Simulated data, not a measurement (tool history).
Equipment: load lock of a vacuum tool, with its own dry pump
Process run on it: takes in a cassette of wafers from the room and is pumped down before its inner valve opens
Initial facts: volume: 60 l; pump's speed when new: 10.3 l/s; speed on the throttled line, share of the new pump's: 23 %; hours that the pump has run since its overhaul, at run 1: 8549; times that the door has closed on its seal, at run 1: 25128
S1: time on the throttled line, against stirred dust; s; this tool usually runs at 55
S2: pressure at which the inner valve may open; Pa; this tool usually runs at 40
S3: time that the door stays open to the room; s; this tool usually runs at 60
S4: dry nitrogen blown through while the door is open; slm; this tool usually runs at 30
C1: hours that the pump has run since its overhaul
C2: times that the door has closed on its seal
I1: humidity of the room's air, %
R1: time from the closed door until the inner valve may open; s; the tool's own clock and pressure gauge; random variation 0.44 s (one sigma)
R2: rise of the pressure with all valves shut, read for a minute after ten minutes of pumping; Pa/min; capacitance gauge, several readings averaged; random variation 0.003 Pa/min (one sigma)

Run 1, day 0: usual settings; C1 8549; C2 25128; I1 45. Result: R1 91.3 s, R2 0.654 Pa/min.
Run 2, day 24.029: usual settings but S3 49 s; C1 9126; C2 27221; I1 46.2. Result: R1 91.7 s, R2 0.718 Pa/min.
At day 47.642: door's seal changed, seat wiped.
Run 3, day 51.446: usual settings but S3 49 s; C1 9782; C2 331; I1 43.8. Result: R1 91.6 s, R2 0.017 Pa/min.
Run 4, day 65.412: usual settings; C1 10117; C2 1547; I1 43. Result: R1 91.1 s, R2 0.032 Pa/min.
Run 5, day 77.633: usual settings; C1 10411; C2 2611; I1 46.4. Result: R1 92.1 s, R2 0.034 Pa/min.
Run 6, day 102.988: usual settings; C1 11019; C2 4819; I1 42.6. Result: R1 91.8 s, R2 0.064 Pa/min.
Run 7, day 131.008: usual settings; C1 11692; C2 7259; I1 45.9. Result: R1 92.8 s, R2 0.091 Pa/min.
Run 8, day 154.654: usual settings; C1 12259; C2 9319; I1 47. Result: R1 93.3 s, R2 0.126 Pa/min.
Run 9, day 166.562: usual settings; C1 12545; C2 10356; I1 44.2. Result: R1 92.7 s, R2 0.147 Pa/min.
Run 10, day 193.454: usual settings but S4 15 slm; C1 13190; C2 12698; I1 44.4. Result: R1 93.1 s, R2 0.192 Pa/min.
Run 11, day 217.746: usual settings but S4 15 slm; C1 13773; C2 14813; I1 41.3. Result: R1 94.3 s, R2 0.238 Pa/min.
Run 12, day 243.712: usual settings but S4 15 slm; C1 14396; C2 17074; I1 46.9. Result: R1 93.6 s, R2 0.292 Pa/min.
Run 13, day 262.583: usual settings but S1 87 s, S4 15 slm; C1 14849; C2 18718; I1 42.8. Result: R1 116 s, R2 0.329 Pa/min.
Run 14, day 287.033: usual settings but S1 87 s, S4 15 slm; C1 15436; C2 20847; I1 45.9. Result: R1 118.9 s, R2 0.392 Pa/min.
Run 15, day 308.546: usual settings but S2 41 Pa; C1 15952; C2 22720; I1 47.9. Result: R1 94.5 s, R2 0.449 Pa/min.
Run 16, day 335.512: usual settings but S2 41 Pa; C1 16600; C2 25068; I1 44.6. Result: R1 94.1 s, R2 0.525 Pa/min.
Run 17, day 358.846: usual settings but S2 41 Pa; C1 17160; C2 27101; I1 46.1. Result: R1 94.7 s, R2 0.592 Pa/min.
Run 18, day 374.929: usual settings but S2 41 Pa; C1 17546; C2 28501; I1 44.3. Result: R1 95.9 s, R2 0.655 Pa/min.
At day 383.938: door's seal changed, seat wiped.
Run 19, day 390.958: usual settings but S2 41 Pa; C1 17929; C2 611; I1 39.7. Result: R1 95 s, R2 0.022 Pa/min.
At day 407.854: dry pump taken out, an overhauled one fitted.
Run 20, day 411.483: usual settings but S2 73 Pa, S4 38 slm; C1 87; C2 2377; I1 45.3. Result: R1 85.3 s, R2 0.04 Pa/min.
Run 21, day 428.688: usual settings but S1 101 s, S2 53 Pa, S3 209 s, S4 5 slm; C1 500; C2 3875; I1 44.6. Result: R1 123.5 s, R2 0.094 Pa/min.
Run 22, day 445.483: usual settings but S1 63 s, S4 10 slm; C1 903; C2 5338; I1 46. Result: R1 95.5 s, R2 0.08 Pa/min.
Run 23, day 459.05: usual settings but S1 47 s; C1 1229; C2 6519; I1 42.8. Result: R1 83.3 s, R2 0.083 Pa/min.
Run 24, day 482.958: usual settings but S1 104 s, S2 60 Pa, S3 159 s; C1 1803; C2 8601; I1 49. Result: R1 124.5 s, R2 0.133 Pa/min.
Run 25, day 499.562: usual settings but S1 104 s, S2 60 Pa, S3 159 s; C1 2201; C2 10047; I1 42. Result: R1 124.4 s, R2 0.151 Pa/min.
Run 26, day 517.421: usual settings but S2 29 Pa; C1 2630; C2 11603; I1 46.3. Result: R1 91.7 s, R2 0.175 Pa/min.
Run 27, day 532.233: usual settings but S1 37 s; C1 2985; C2 12892; I1 42.9. Result: R1 76.6 s, R2 0.205 Pa/min.
Run 28, day 560.721: usual settings but S1 37 s; C1 3669; C2 15373; I1 43.4. Result: R1 77.1 s, R2 0.266 Pa/min.
Run 29, day 585.033: usual settings but S1 37 s; C1 4252; C2 17490; I1 45.7. Result: R1 77.9 s, R2 0.318 Pa/min.
Run 30, day 603.025: usual settings but S1 37 s; C1 4684; C2 19057; I1 46.1. Result: R1 76.6 s, R2 0.363 Pa/min.
Run 31, day 622.792: usual settings but S1 37 s; C1 5159; C2 20779; I1 48.1. Result: R1 77.7 s, R2 0.412 Pa/min.
Run 32, day 638.404: usual settings but S1 47 s, S2 70 Pa; C1 5533; C2 22138; I1 44.6. Result: R1 81.2 s, R2 0.449 Pa/min.
Run 33, day 659.296: usual settings but S1 30 s, S2 62 Pa; C1 6035; C2 23957; I1 46.4. Result: R1 69.2 s, R2 0.504 Pa/min.
Run 34, day 673.554: usual settings but S1 65 s, S2 62 Pa, S4 4 slm; C1 6377; C2 25199; I1 42.5. Result: R1 96.5 s, R2 0.556 Pa/min.
Run 35, day 691.617: usual settings but S1 29 s, S3 86 s; C1 6810; C2 26772; I1 43.4. Result: R1 71.7 s, R2 0.617 Pa/min.
Run 36, day 717.188: usual settings but S1 29 s, S3 86 s; C1 7424; C2 28999; I1 46.5. Result: R1 72.6 s, R2 0.707 Pa/min.
At day 721.267: door's seal changed, seat wiped.
Run 37, day 739.038: usual settings but S1 31 s; C1 7947; C2 1547; I1 45. Result: R1 74.8 s, R2 0.029 Pa/min.

Measured result minus the same run's result without the hidden state. Both carry the same run-to-run variation, though not necessarily the same gauge scatter:
The tool's hidden condition here consists of: pump's speed, % of a new pump's; leak at the door's seal, Pa l/s; drift of the gauge itself on ready_s, %; drift of the gauge itself on rise_pa_min, %.
run    R1      R2
  1  +2.9  +0.636
  2  +3.2  +0.704
  3  +3.3  +0.002
  4  +3.4  +0.009
  5  +3.5  +0.017
  6  +3.7  +0.042
  7  +4.2   +0.07
  8  +4.5  +0.106
  9  +4.6  +0.124
 10  +4.9  +0.168
 11  +5.1  +0.215
 12  +5.3  +0.265
 13  +4.2  +0.302
 14  +4.5  +0.366
 15  +5.9  +0.431
 16  +6.3  +0.506
 17  +6.5  +0.575
 18  +6.8  +0.634
 19  +6.9  +0.004
 20  +0.6  +0.019
 21  +0.5  +0.034
 22  +0.9   +0.05
 23  +1.1  +0.068
 24  +0.7  +0.096
 25  +0.9  +0.122
 26  +1.6  +0.156
 27  +1.9  +0.184
 28  +2.1  +0.247
 29  +2.4  +0.294
 30  +2.5   +0.34
 31  +2.8  +0.389
 32  +2.5  +0.425
 33  +3.1  +0.488
 34  +2.5  +0.528
 35  +3.8   +0.59
 36  +4.1   +0.68
 37  +4.4  +0.012
